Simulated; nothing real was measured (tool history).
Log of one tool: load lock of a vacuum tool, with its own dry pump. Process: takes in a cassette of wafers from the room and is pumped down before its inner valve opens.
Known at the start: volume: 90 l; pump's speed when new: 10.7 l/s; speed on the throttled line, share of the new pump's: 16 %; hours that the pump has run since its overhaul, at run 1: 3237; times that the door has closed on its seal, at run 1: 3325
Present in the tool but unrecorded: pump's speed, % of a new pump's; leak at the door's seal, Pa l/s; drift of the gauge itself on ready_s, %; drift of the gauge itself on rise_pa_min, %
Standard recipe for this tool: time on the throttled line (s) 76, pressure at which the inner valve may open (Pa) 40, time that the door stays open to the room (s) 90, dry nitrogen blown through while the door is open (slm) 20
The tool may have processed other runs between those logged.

run	day	time on the throttled line (s)	pressure at which the inner valve may open (Pa)	time that the door stays open to the room (s)	dry nitrogen blown through while the door is open (slm)	hours that the pump has run since its overhaul	times that the door has closed on its seal	incoming humidity of the room's air, %	time from the closed door until the inner valve may open (s)	rise of the pressure with all valves shut (Pa/min)
1	0	76	40	90	20	3237	3325	43.9	132.7	0.045
2	10.304	76	40	66	20	3484	4173	47.6	133.4	0.052
3	22.854	76	40	90	20	3785	5205	49.2	133.6	0.063
4	29.488	76	40	90	27	3945	5751	42.3	133	0.051
5	44.642	91	40	90	20	4308	6998	44.3	146.1	0.066
6	57.2	91	40	90	20	4610	8032	40.4	147.2	0.06
7	67.538	76	40	157	20	4858	8883	45.3	134.2	0.084
8	75.712	148	40	94	20	5054	9555	44	194.3	0.073
9	86.521	148	40	94	15	5313	10445	46	193.7	0.089
10	95.492	76	28	99	20	5529	11183	44.1	138.5	0.084
11	107.288	76	28	99	20	5812	12154	43.1	138.8	0.091

Predict each of these 4 candidate next runs independently; none follows another, all start after run 11:
A	121.646	76	40	82	11	6156	13336	44.2	?	?
B	121.646	76	28	78	20	6156	13336	46.8	?	?
C	121.646	63	40	90	20	6156	13336	44.8	?	?
D	121.646	129	40	90	20	6156	13336	43	?	?

run	time from the closed door until the inner valve may open (s)	rise of the pressure with all valves shut (Pa/min)
A	135.7	0.106
B	139.1	0.097
C	124.4	0.098
D	178.8	0.094
Without the tool's unlogged condition, the same runs would have read:
run	time from the closed door until the inner valve may open (s)	rise of the pressure with all valves shut (Pa/min)
A	130.8	0.044
B	133.9	0.035
C	119.3	0.036
D	174.7	0.033

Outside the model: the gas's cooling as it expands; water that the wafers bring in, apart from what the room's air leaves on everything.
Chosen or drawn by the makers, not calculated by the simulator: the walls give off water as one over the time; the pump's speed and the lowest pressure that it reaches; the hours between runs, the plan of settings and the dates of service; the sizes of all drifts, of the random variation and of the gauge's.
